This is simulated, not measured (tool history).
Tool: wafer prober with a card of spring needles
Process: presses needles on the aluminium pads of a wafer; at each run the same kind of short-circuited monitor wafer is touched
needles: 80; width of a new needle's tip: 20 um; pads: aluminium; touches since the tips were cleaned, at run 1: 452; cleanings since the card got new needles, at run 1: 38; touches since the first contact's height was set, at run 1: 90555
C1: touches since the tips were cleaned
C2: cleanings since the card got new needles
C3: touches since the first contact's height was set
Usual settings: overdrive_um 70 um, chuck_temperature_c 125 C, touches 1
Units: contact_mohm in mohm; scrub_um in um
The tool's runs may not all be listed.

Run 1, day 0: usual settings; C1 452; C2 38; C3 90555. Result: contact_mohm 168 mohm, scrub_um 16.35 um.
At day 0.671: tips cleaned on abrasive film.
Run 2, day 0.908: usual settings but overdrive_um 88 um; C1 1586; C2 39; C3 96510. Result: contact_mohm 166 mohm, scrub_um 20.57 um.
At day 1.408: tips cleaned on abrasive film.
Run 3, day 1.421: usual settings but overdrive_um 56 um; C1 93; C2 40; C3 99841. Result: contact_mohm 166 mohm, scrub_um 12.99 um.
At day 2.183: tips cleaned on abrasive film.
Run 4, day 2.242: usual settings but chuck_temperature_c 113 C; C1 381; C2 41; C3 105216. Result: contact_mohm 166 mohm, scrub_um 16.3 um.
At day 2.958: tips cleaned on abrasive film.
Run 5, day 3.104: usual settings but chuck_temperature_c 113 C; C1 956; C2 42; C3 110841. Result: contact_mohm 171 mohm, scrub_um 16.3 um.
At day 3.208: height of the first contact set anew.
At day 3.725: tips cleaned on abrasive film.
Run 6, day 4.125: usual settings but overdrive_um 82 um; C1 2631; C2 43; C3 6001. Result: contact_mohm 168 mohm, scrub_um 19.37 um.
At day 4.488: tips cleaned on abrasive film.
Run 7, day 4.629: usual settings but overdrive_um 82 um; C1 933; C2 44; C3 9282. Result: contact_mohm 164 mohm, scrub_um 19.34 um.
Run 8, day 5.054: usual settings but overdrive_um 82 um; C1 3736; C2 44; C3 12085. Result: contact_mohm 178 mohm, scrub_um 19.39 um.
At day 5.212: tips cleaned on abrasive film.
Run 9, day 5.717: usual settings; C1 3299; C2 45; C3 16392. Result: contact_mohm 179 mohm, scrub_um 16.51 um.
At day 5.975: tips cleaned on abrasive film.
Run 10, day 6.492: usual settings; C1 3407; C2 46; C3 21478. Result: contact_mohm 179 mohm, scrub_um 16.51 um.
At day 6.729: tips cleaned on abrasive film.
Run 11, day 6.95: usual settings but chuck_temperature_c 108 C; C1 1433; C2 47; C3 24440. Result: contact_mohm 172 mohm, scrub_um 16.5 um.
At day 7.471: tips cleaned on abrasive film.
Run 12, day 7.675: usual settings but chuck_temperature_c 108 C; C1 1339; C2 48; C3 29180. Result: contact_mohm 173 mohm, scrub_um 16.47 um.
At day 8.204: tips cleaned on abrasive film.
Run 13, day 8.204: usual settings but chuck_temperature_c 108 C, touches 2; C1 0; C2 49; C3 32644. Result: contact_mohm 163 mohm, scrub_um 16.45 um.
At day 8.979: tips cleaned on abrasive film.
Run 14, day 9.212: usual settings but chuck_temperature_c 108 C, touches 2; C1 1525; C2 50; C3 39229. Result: contact_mohm 161 mohm, scrub_um 16.44 um.
At day 9.712: tips cleaned on abrasive film.
Run 15, day 9.846: usual settings but chuck_temperature_c 108 C, touches 2; C1 877; C2 51; C3 43383. Result: contact_mohm 164 mohm, scrub_um 16.44 um.
At day 10.479: tips cleaned on abrasive film.
Run 16, day 10.646: usual settings but overdrive_um 77 um; C1 1104; C2 52; C3 48618. Result: contact_mohm 168 mohm, scrub_um 18.09 um.
At day 11.238: tips cleaned on abrasive film.
Run 17, day 11.558: usual settings but overdrive_um 77 um, chuck_temperature_c 83 C; C1 2126; C2 53; C3 54589. Result: contact_mohm 168 mohm, scrub_um 18.1 um.
At day 12.025: tips cleaned on abrasive film.
Run 18, day 12.25: usual settings but overdrive_um 77 um, chuck_temperature_c 118 C, touches 2; C1 1476; C2 54; C3 59105. Result: contact_mohm 168 mohm, scrub_um 18.05 um.
At day 12.75: tips cleaned on abrasive film.
Run 19, day 12.888: usual settings but chuck_temperature_c 34 C; C1 905; C2 55; C3 63250. Result: contact_mohm 157 mohm, scrub_um 16.41 um.
At day 13.467: tips cleaned on abrasive film.
Run 20, day 13.55: usual settings but chuck_temperature_c 34 C; C1 559; C2 56; C3 67586. Result: contact_mohm 155 mohm, scrub_um 16.38 um.
At day 14.233: tips cleaned on abrasive film.
Run 21, day 14.546: usual settings but chuck_temperature_c 57 C; C1 2055; C2 57; C3 74119. Result: contact_mohm 166 mohm, scrub_um 16.39 um.
At day 14.958: tips cleaned on abrasive film.
Run 22, day 15.429: usual settings but chuck_temperature_c 57 C; C1 3098; C2 58; C3 79888. Result: contact_mohm 175 mohm, scrub_um 16.37 um.
At day 15.733: tips cleaned on abrasive film.
Run 23, day 15.854: usual settings but overdrive_um 55 um, chuck_temperature_c 42 C, touches 2; C1 797; C2 59; C3 82657. Result: contact_mohm 157 mohm, scrub_um 12.83 um.
At day 16.488: tips cleaned on abrasive film.
Run 24, day 16.575: usual settings but overdrive_um 63 um, chuck_temperature_c 58 C, touches 2; C1 558; C2 60; C3 87358. Result: contact_mohm 158 mohm, scrub_um 14.68 um.
At day 17.208: tips cleaned on abrasive film.
Run 25, day 17.208: usual settings but overdrive_um 63 um, chuck_temperature_c 58 C, touches 2; C1 0; C2 61; C3 91496. Result: contact_mohm 156 mohm, scrub_um 14.68 um.
Run 26, day 17.738: usual settings but overdrive_um 59 um, chuck_temperature_c 41 C, touches 2; C1 3468; C2 61; C3 94964. Result: contact_mohm 167 mohm, scrub_um 13.72 um.
At day 17.946: tips cleaned on abrasive film.
At day 18.688: tips cleaned on abrasive film.
Run 27, day 18.725: usual settings but overdrive_um 83 um, chuck_temperature_c 43 C; C1 239; C2 63; C3 101403. Result: contact_mohm 149 mohm, scrub_um 19.39 um.
At day 19.471: tips cleaned on abrasive film.
Run 28, day 19.642: usual settings but overdrive_um 83 um, chuck_temperature_c 43 C; C1 1117; C2 64; C3 107398. Result: contact_mohm 157 mohm, scrub_um 19.38 um.
At day 20.204: tips cleaned on abrasive film.
At day 20.304: height of the first contact set anew.
Run 29, day 20.362: usual settings but touches 2; C1 981; C2 65; C3 400. Result: contact_mohm 170 mohm, scrub_um 16.55 um.
At day 20.933: tips cleaned on abrasive film.
Run 30, day 20.933: usual settings but overdrive_um 88 um, chuck_temperature_c 91 C; C1 0; C2 66; C3 4100. Result: contact_mohm 158 mohm, scrub_um 20.8 um.
Run 31, day 21.533: usual settings but overdrive_um 88 um, chuck_temperature_c 91 C; C1 3963; C2 66; C3 8063. Result: contact_mohm 171 mohm, scrub_um 20.78 um.
At day 21.696: tips cleaned on abrasive film.
At day 22.462: tips cleaned on abrasive film.
Run 32, day 22.521: usual settings but chuck_temperature_c 62 C; C1 388; C2 68; C3 14501. Result: contact_mohm 159 mohm, scrub_um 16.53 um.
Run 33, day 23.029: usual settings but chuck_temperature_c 100 C; C1 3733; C2 68; C3 17846. Result: contact_mohm 177 mohm, scrub_um 16.52 um.

Measured less the same run without the tool's hidden state. The same run-to-run variation is in both; the gauge's scatter may not be:
The hidden state here: debris on the tips, nm; way that the needles fall short of the set height, um; tips' diameter, um; drift of the gauge itself on contact_mohm, %; drift of the gauge itself on scrub_um, %.
run  contact_mohm  scrub_um
  1            +5     -0.21
  2            +7     -0.23
  3            +5     -0.24
  4            +5     -0.25
  5            +8     -0.27
  6           +11     -0.01
  7            +5     -0.02
  8           +14     -0.02
  9           +17     -0.04
 10           +17     -0.04
 11           +11     -0.05
 12           +10     -0.07
 13            +1     -0.09
 14            +6      -0.1
 15            +4      -0.1
 16            +7     -0.12
 17           +13     -0.13
 18            +6     -0.15
 19            +8     -0.16
 20            +6     -0.17
 21           +15     -0.18
 22           +20     -0.19
 23            +8      -0.2
 24            +5     -0.22
 25            +3     -0.23
 26           +18     -0.23
 27            +2     -0.24
 28            +9     -0.26
 29            +6        +0
 30            +2     -0.01
 31           +15     -0.01
 32            +6     -0.04
 33           +20     -0.04
